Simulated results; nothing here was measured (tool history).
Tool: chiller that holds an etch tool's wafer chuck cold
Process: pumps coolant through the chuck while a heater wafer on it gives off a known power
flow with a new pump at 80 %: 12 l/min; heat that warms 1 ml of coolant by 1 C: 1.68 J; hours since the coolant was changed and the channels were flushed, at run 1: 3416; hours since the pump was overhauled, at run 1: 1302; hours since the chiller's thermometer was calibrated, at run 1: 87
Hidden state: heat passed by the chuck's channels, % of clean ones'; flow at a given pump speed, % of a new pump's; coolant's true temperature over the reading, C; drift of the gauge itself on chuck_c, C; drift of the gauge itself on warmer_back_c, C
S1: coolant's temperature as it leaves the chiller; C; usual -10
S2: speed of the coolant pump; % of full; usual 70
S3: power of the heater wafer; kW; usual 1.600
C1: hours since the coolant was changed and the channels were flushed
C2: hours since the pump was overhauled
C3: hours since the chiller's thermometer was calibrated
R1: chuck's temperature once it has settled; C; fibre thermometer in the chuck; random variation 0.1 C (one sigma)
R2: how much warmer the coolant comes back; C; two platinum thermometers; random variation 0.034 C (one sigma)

Run 1, hour 0.0: usual settings; C1 3416; C2 1302; C3 87. Result: R1 4.1 C, R2 5.60 C.
Run 2, hour 40.2: usual settings; C1 3456; C2 1342; C3 127. Result: R1 4.2 C, R2 5.56 C.
Run 3, hour 77.5: usual settings; C1 3494; C2 1379; C3 165. Result: R1 4.1 C, R2 5.58 C.
Run 4, hour 127.2: usual settings but S3 1.403 kW; C1 3543; C2 1429; C3 214. Result: R1 2.3 C, R2 4.91 C.
Run 5, hour 154.0: usual settings but S3 1.403 kW; C1 3570; C2 1456; C3 241. Result: R1 2.4 C, R2 4.85 C.
Run 6, hour 189.8: usual settings but S3 1.403 kW; C1 3606; C2 1492; C3 277. Result: R1 2.4 C, R2 4.84 C.
Run 7, hour 226.5: usual settings but S3 1.403 kW; C1 3643; C2 1528; C3 314. Result: R1 2.4 C, R2 4.91 C.
Run 8, hour 252.9: usual settings but S3 1.403 kW; C1 3669; C2 1555; C3 340. Result: R1 2.2 C, R2 4.94 C.
Run 9, hour 293.5: usual settings but S2 63 % of full, S3 0.965 kW; C1 3710; C2 1595; C3 381. Result: R1 -0.6 C, R2 3.78 C.
Run 10, hour 336.6: usual settings but S2 63 % of full, S3 0.965 kW; C1 3753; C2 1638; C3 424. Result: R1 -0.6 C, R2 3.77 C.
At hour 344.5: coolant pump overhauled.
Run 11, hour 370.1: usual settings but S2 63 % of full, S3 0.965 kW; C1 3781; C2 26; C3 452. Result: R1 -0.7 C, R2 3.77 C.
Run 12, hour 397.3: usual settings but S1 -4 C, S2 62 % of full; C1 3809; C2 53; C3 480. Result: R1 11.9 C, R2 6.39 C.

Forecast run 13:
Run 13, hour 428.3: usual settings but S1 -4 C, S2 72 % of full, S3 1.354 kW; C1 3840; C2 84; C3 511. Result: R1 ?, R2 ?.

Run 13 gave R1 8.0 C, R2 4.64 C.
Without the tool's hidden state the same run would have given R1 7.0 C, R2 4.49 C.

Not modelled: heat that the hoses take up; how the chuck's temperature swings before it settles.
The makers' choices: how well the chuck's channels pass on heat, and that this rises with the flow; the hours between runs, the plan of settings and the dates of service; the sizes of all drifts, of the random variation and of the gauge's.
